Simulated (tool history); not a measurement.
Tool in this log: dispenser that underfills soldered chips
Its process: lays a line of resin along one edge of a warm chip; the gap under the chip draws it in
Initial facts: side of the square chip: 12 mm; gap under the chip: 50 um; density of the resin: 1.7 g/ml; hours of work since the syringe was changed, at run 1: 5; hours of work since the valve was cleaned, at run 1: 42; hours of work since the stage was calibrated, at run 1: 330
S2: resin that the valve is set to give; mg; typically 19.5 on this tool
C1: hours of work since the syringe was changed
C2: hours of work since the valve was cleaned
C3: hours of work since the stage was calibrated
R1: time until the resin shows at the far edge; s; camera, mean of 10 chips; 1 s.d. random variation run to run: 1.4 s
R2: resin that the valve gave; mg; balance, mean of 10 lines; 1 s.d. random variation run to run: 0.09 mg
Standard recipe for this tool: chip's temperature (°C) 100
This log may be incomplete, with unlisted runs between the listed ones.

{"run": 1, "hour": 0.0, "chip's temperature (°C)": 100, "S2": 19.5, "C1": 5, "C2": 42, "C3": 330, "R1": 174.3, "R2": 19.32}
{"hour": 9.8, "done": "new syringe of resin"}
{"run": 2, "hour": 13.0, "chip's temperature (°C)": 100, "S2": 19.5, "C1": 2, "C2": 51, "C3": 339, "R1": 153.4, "R2": 19.12}
{"run": 3, "hour": 23.6, "chip's temperature (°C)": 100, "S2": 19.5, "C1": 10, "C2": 59, "C3": 347, "R1": 243.2, "R2": 19.08}
{"hour": 26.1, "done": "new syringe of resin"}
{"run": 4, "hour": 36.0, "chip's temperature (°C)": 100, "S2": 19.5, "C1": 7, "C2": 68, "C3": 356, "R1": 201.5, "R2": 19.12}
{"hour": 41.6, "done": "new syringe of resin"}
{"run": 5, "hour": 46.7, "chip's temperature (°C)": 100, "S2": 19.5, "C1": 4, "C2": 76, "C3": 364, "R1": 166.6, "R2": 18.81}
{"hour": 57.2, "done": "new syringe of resin"}
{"run": 6, "hour": 57.2, "chip's temperature (°C)": 100, "S2": 19.5, "C1": 0, "C2": 84, "C3": 372, "R1": 129.5, "R2": 18.89}
{"run": 7, "hour": 64.9, "chip's temperature (°C)": 100, "S2": 19.5, "C1": 6, "C2": 90, "C3": 377, "R1": 185.0, "R2": 18.8}
{"hour": 73.1, "done": "new syringe of resin"}
{"run": 8, "hour": 78.9, "chip's temperature (°C)": 110, "S2": 19.5, "C1": 4, "C2": 100, "C3": 388, "R1": 125.6, "R2": 18.72}
{"hour": 88.9, "done": "new syringe of resin"}
{"run": 9, "hour": 88.9, "chip's temperature (°C)": 110, "S2": 19.5, "C1": 0, "C2": 107, "C3": 395, "R1": 99.3, "R2": 18.63}
{"run": 10, "hour": 98.6, "chip's temperature (°C)": 100, "S2": 19.5, "C1": 7, "C2": 114, "C3": 402, "R1": 204.1, "R2": 18.57}
{"hour": 104.4, "done": "new syringe of resin"}
{"run": 11, "hour": 106.7, "chip's temperature (°C)": 100, "S2": 19.5, "C1": 2, "C2": 120, "C3": 408, "R1": 140.5, "R2": 18.56}
{"hour": 114.5, "done": "dispensing valve cleaned and set on the balance"}
{"run": 12, "hour": 119.4, "chip's temperature (°C)": 100, "S2": 20.8, "C1": 11, "C2": 4, "C3": 417, "R1": 231.9, "R2": 20.62}
{"hour": 121.5, "done": "new syringe of resin"}
{"run": 13, "hour": 127.8, "chip's temperature (°C)": 100, "S2": 20.8, "C1": 5, "C2": 10, "C3": 423, "R1": 168.0, "R2": 20.72}
{"hour": 137.5, "done": "new syringe of resin"}
{"run": 14, "hour": 140.0, "chip's temperature (°C)": 100, "S2": 20.8, "C1": 2, "C2": 19, "C3": 432, "R1": 143.1, "R2": 20.39}
{"run": 15, "hour": 149.6, "chip's temperature (°C)": 100, "S2": 19.5, "C1": 9, "C2": 26, "C3": 439, "R1": 222.4, "R2": 19.24}
{"hour": 153.1, "done": "new syringe of resin"}
{"run": 16, "hour": 162.8, "chip's temperature (°C)": 100, "S2": 19.0, "C1": 7, "C2": 36, "C3": 449, "R1": 200.5, "R2": 18.64}
{"hour": 168.7, "done": "new syringe of resin"}
{"run": 17, "hour": 173.0, "chip's temperature (°C)": 100, "S2": 19.5, "C1": 3, "C2": 43, "C3": 456, "R1": 157.7, "R2": 19.06}
{"hour": 184.6, "done": "new syringe of resin"}
{"run": 18, "hour": 187.8, "chip's temperature (°C)": 87, "S2": 25.0, "C1": 2, "C2": 54, "C3": 467, "R1": 219.0, "R2": 24.41}
{"run": 19, "hour": 197.4, "chip's temperature (°C)": 109, "S2": 22.7, "C1": 10, "C2": 61, "C3": 475, "R1": 172.3, "R2": 21.98}
{"hour": 200.7, "done": "new syringe of resin"}
{"run": 20, "hour": 204.4, "chip's temperature (°C)": 109, "S2": 24.5, "C1": 3, "C2": 66, "C3": 480, "R1": 111.5, "R2": 23.84}
{"run": 21, "hour": 212.8, "chip's temperature (°C)": 86, "S2": 20.3, "C1": 9, "C2": 73, "C3": 486, "R1": 328.7, "R2": 19.55}
{"hour": 216.6, "done": "new syringe of resin"}
{"run": 22, "hour": 223.9, "chip's temperature (°C)": 100, "S2": 24.8, "C1": 6, "C2": 81, "C3": 494, "R1": 175.1, "R2": 23.91}
{"hour": 232.2, "done": "new syringe of resin"}
{"run": 23, "hour": 236.6, "chip's temperature (°C)": 90, "S2": 21.8, "C1": 3, "C2": 90, "C3": 503, "R1": 214.7, "R2": 21.08}
{"hour": 248.6, "done": "new syringe of resin"}
{"run": 24, "hour": 248.9, "chip's temperature (°C)": 90, "S2": 21.8, "C1": 0, "C2": 99, "C3": 512, "R1": 178.1, "R2": 20.89}
{"run": 25, "hour": 261.0, "chip's temperature (°C)": 111, "S2": 19.9, "C1": 9, "C2": 108, "C3": 522, "R1": 160.5, "R2": 18.91}
{"hour": 264.5, "done": "new syringe of resin"}
{"run": 26, "hour": 273.5, "chip's temperature (°C)": 88, "S2": 24.3, "C1": 7, "C2": 117, "C3": 531, "R1": 282.3, "R2": 23.19}
{"hour": 280.6, "done": "new syringe of resin"}
{"hour": 285.3, "done": "dispensing valve cleaned and set on the balance"}
{"run": 27, "hour": 286.8, "chip's temperature (°C)": 88, "S2": 24.3, "C1": 4, "C2": 1, "C3": 540, "R1": 228.0, "R2": 24.37}
{"run": 28, "hour": 292.8, "chip's temperature (°C)": 100, "S2": 25.1, "C1": 8, "C2": 6, "C3": 544, "R1": 208.4, "R2": 24.98}
{"hour": 297.5, "done": "new syringe of resin"}
{"run": 29, "hour": 300.4, "chip's temperature (°C)": 86, "S2": 20.5, "C1": 2, "C2": 11, "C3": 550, "R1": 233.5, "R2": 20.34}
{"hour": 312.9, "done": "new syringe of resin"}
{"run": 30, "hour": 312.9, "chip's temperature (°C)": 88, "S2": 25.4, "C1": 0, "C2": 20, "C3": 559, "R1": 181.6, "R2": 25.09}
{"run": 31, "hour": 319.0, "chip's temperature (°C)": 91, "S2": 25.0, "C1": 5, "C2": 25, "C3": 564, "R1": 216.7, "R2": 24.71}
{"hour": 328.8, "done": "new syringe of resin"}
{"run": 32, "hour": 328.8, "chip's temperature (°C)": 100, "S2": 16.9, "C1": 0, "C2": 32, "C3": 571, "R1": 131.3, "R2": 16.7}
{"run": 33, "hour": 335.8, "chip's temperature (°C)": 96, "S2": 18.1, "C1": 5, "C2": 37, "C3": 576, "R1": 198.8, "R2": 17.8}
{"run": 34, "hour": 341.9, "chip's temperature (°C)": 96, "S2": 18.1, "C1": 10, "C2": 42, "C3": 581, "R1": 259.2, "R2": 17.78}

Below, some changes in R1 between adjacent runs. For each, the amount present without the hidden state too (settings, incoming material, random variation) and the amount remaining for the hidden state with gauge scatter not shared by both compared results:
Unlogged tool condition in this case: resin's viscosity, % of fresh resin's; dose that the valve gives, % of what is set; true chip temperature over the reading, C; drift of the gauge itself on fill_s, %; drift of the gauge itself on given_mg, %.
Run 2 -> 3: nothing adjusted, nothing logged. R1 +89.8 s: hidden state +89.5, all else +0.3.
Run 11 -> 12: S2 19.5 -> 20.8, dispensing valve cleaned and set on the balance. R1 +91.4 s: hidden state +91.5, all else -0.1.
Run 20 -> 21: chip's temperature (°C) 109 -> 86, S2 24.5 -> 20.3. R1 +217.2 s: hidden state +111.2, all else +106.0.
Run 21 -> 22: chip's temperature (°C) 86 -> 100, S2 20.3 -> 24.8, new syringe of resin. R1 -153.6 s: hidden state -79.0, all else -74.6.
Run 25 -> 26: chip's temperature (°C) 111 -> 88, S2 19.9 -> 24.3, new syringe of resin. R1 +121.8 s: hidden state +18.7, all else +103.1.
